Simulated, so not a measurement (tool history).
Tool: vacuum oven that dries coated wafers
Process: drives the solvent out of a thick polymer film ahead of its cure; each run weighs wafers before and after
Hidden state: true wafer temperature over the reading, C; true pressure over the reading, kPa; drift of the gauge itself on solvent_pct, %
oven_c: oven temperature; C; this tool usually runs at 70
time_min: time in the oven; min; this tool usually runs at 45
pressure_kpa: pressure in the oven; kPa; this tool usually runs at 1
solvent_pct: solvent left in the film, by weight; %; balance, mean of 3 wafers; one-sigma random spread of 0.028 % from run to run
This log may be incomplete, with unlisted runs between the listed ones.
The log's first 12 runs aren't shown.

run	hour	oven_c	time_min	pressure_kpa	hours of work since the thermocouples were calibrated	hours of work since the vacuum gauge was cleaned of residue	solvent_pct
13	741.6	70	55	0.63	630	854	0.87
14	829.6	70	55	0.63	691	915	0.83
15	909.2	70	55	0.63	746	971	0.82
16	961.5	70	52	1	783	1007	1.05
17	1057.3	70	39	1	849	1073	1.73
18	1126.1	70	51	1	897	1121	1.09
19	1174.9	63	64	0.68	931	1155	1.39
20	1220.1	63	74	0.68	962	1186	1.05
21	1265.7	63	74	0.68	994	1218	1.06
22	1324.8	63	74	0.68	1035	1259	1.09
23	1396.5	63	74	0.68	1084	1308	1.09
24	1489.5	56	24	1	1149	1373	7.31
25	1576.5	56	24	1	1209	1433	7.37
26	1632.8	70	45	0.57	1248	1472	1.19
27	1708.1	67	41	2.91	1301	1525	2.79
28	1784.9	81	45	3.7	1354	1578	0.99
29	1825.9	66	45	1.99	1382	1606	2.35
30	1905	66	42	1.99	1437	1661	2.53
31	1961.5	70	45	1.24	1476	1700	1.4
32	2018.9	70	45	1.24	1516	1740	1.34
33	2069.3	70	45	1.24	1551	1775	1.4

Branching from run 33: 4 alternative next runs. What would each branch give?
A	2117	82	45	2.34	1584	1808	?
B	2117	64	45	2.75	1584	1808	?
C	2117	74	37	1	1584	1808	?
D	2117	84	53	2.59	1584	1808	?

run	solvent_pct
A	0.7
B	3.03
C	1.23
D	0.64
The same runs, with their run-to-run variation unchanged, on a tool lacking any hidden condition would have given:
run	solvent_pct
A	0.61
B	2.99
C	1.18
D	0.54

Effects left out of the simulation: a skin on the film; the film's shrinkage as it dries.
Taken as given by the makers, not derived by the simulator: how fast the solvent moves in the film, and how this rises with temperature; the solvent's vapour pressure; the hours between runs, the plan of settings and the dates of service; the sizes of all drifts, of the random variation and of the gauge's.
